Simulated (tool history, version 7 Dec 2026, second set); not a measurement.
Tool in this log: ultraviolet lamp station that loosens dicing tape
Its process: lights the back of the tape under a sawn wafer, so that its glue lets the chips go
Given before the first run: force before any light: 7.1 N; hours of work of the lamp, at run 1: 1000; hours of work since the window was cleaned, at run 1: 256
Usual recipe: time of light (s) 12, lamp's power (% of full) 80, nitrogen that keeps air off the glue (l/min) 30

run    hour  time of light (s)  lamp's power (% of full)  nitrogen that keeps air off the glue (l/min)  hours of work of the lamp  hours of work since the window was cleaned  force that peels the tape off (N)  light that reached the tape (mJ/cm²)
  1       0                 12                        80                                            30                       1000                                         256                              1.074                                   417
  2    37.8                 12                        86                                            30                       1030                                         286                               0.99                                   440
  3      57                 12                        86                                            30                       1045                                         302                               1.01                                   439
  4    75.4                 12                        86                                            30                       1060                                         316                              1.021                                   436
  5    98.1                 12                        86                                            30                       1078                                         334                              1.021                                   423
  6   128.4                 23                        86                                            30                       1102                                         358                              0.312                                   814
  7   161.7                 23                        60                                            30                       1128                                         385                              0.627                                   555
  8   197.4                 23                        60                                            30                       1157                                         413                              0.668                                   551
  9   230.9                 23                        60                                            30                       1183                                         440                              0.665                                   545
 10   254.6                 23                        60                                            30                       1202                                         459                              0.693                                   538
 11     284                 23                        60                                            30                       1226                                         482                              0.698                                   534
 12   306.7                 12                        80                                            30                       1244                                         500                              1.335                                   368
      327.1  -- window cleaned of glue's vapour
 13   344.1                 12                        80                                            30                       1273                                          14                              1.055                                   417
 14   366.8                 12                        80                                            30                       1291                                          32                              1.123                                   409
 15   400.2                 12                        80                                            30                       1318                                          58                              1.126                                   401
 16   437.2                 12                        80                                            30                       1347                                          88                              1.176                                   404
 17   473.5                 12                        80                                            20                       1376                                         116                              1.488                                   397
 18   508.7                 12                        80                                            30                       1404                                         144                              1.245                                   391
 19   537.2                 12                        80                                            30                       1427                                         167                              1.256                                   385
 20   559.4                 12                        80                                            30                       1444                                         185                              1.282                                   381
 21   577.9                 12                        80                                            30                       1459                                         199                              1.294                                   380
 22   614.6                 12                        62                                            30                       1488                                         229                              1.825                                   288
 23   634.9                 12                        80                                            18                       1504                                         245                              1.708                                   365
 24   665.2                 12                        80                                            18                       1528                                         269                              1.692                                   361
 25   703.1                 11                        95                                            30                       1558                                         299                              1.266                                   389
 26     722                  9                        66                                            42                       1573                                         314                              2.369                                   218
 27   746.4                 15                        80                                            42                       1593                                         333                              0.816                                   437
 28   763.1                 18                        84                                            42                       1606                                         347                              0.571                                   554
 29   790.8                 12                        80                                            34                       1628                                         369                              1.406                                   338
 30   808.2                 11                        80                                            45                       1642                                         383                              1.425                                   309
 31   840.8                 15                        65                                            46                       1668                                         409                              1.276                                   347
 32   860.6                  8                        94                                            12                       1684                                         424                              2.837                                   257
 33   890.1                  8                        94                                            12                       1707                                         448                              2.897                                   259
 34   913.2                  8                        94                                            31                       1725                                         466                              2.142                                   257
 35   950.7                 23                        61                                            28                       1755                                         496                              0.937                                   467
      975.3  -- window cleaned of glue's vapour
 36   991.6                 23                        61                                            28                       1787                                          13                              0.702                                   542
 37  1008.6                 12                        87                                            30                       1801                                          26                              1.174                                   400
 38  1033.5                 12                        87                                            30                       1821                                          46                              1.217                                   395
 39  1051.4                  7                        70                                            39                       1835                                          60                              2.726                                   186
 40  1080.9                 12                        64                                            19                       1858                                          84                              2.323                                   285
 41  1099.5                 16                        65                                            13                       1873                                          99                              1.925                                   380
 42  1123.2                 12                        82                                            25                       1892                                         118                              1.537                                   361

What if the next run were any one of these 4? Each begins from the tool's condition after run 42:
  A  1163.2                 19                        66                                            30                       1924                                         149                                  ?                                     ?
  B  1163.2                  7                        99                                            25                       1924                                         149                                  ?                                     ?
  C  1163.2                  9                        80                                            30                       1924                                         149                                  ?                                     ?
  D  1163.2                 12                        80                                            60                       1924                                         149                                  ?                                     ?

run  force that peels the tape off (N)  light that reached the tape (mJ/cm²)
  A                              0.974                                   442
  B                              2.343                                   252
  C                              2.127                                   258
  D                              1.122                                   341
What these runs would have given with no unlogged condition in the tool:
run  force that peels the tape off (N)  light that reached the tape (mJ/cm²)
  A                              0.399                                   706
  B                              1.275                                   400
  C                              1.098                                   413
  D                              0.474                                   543
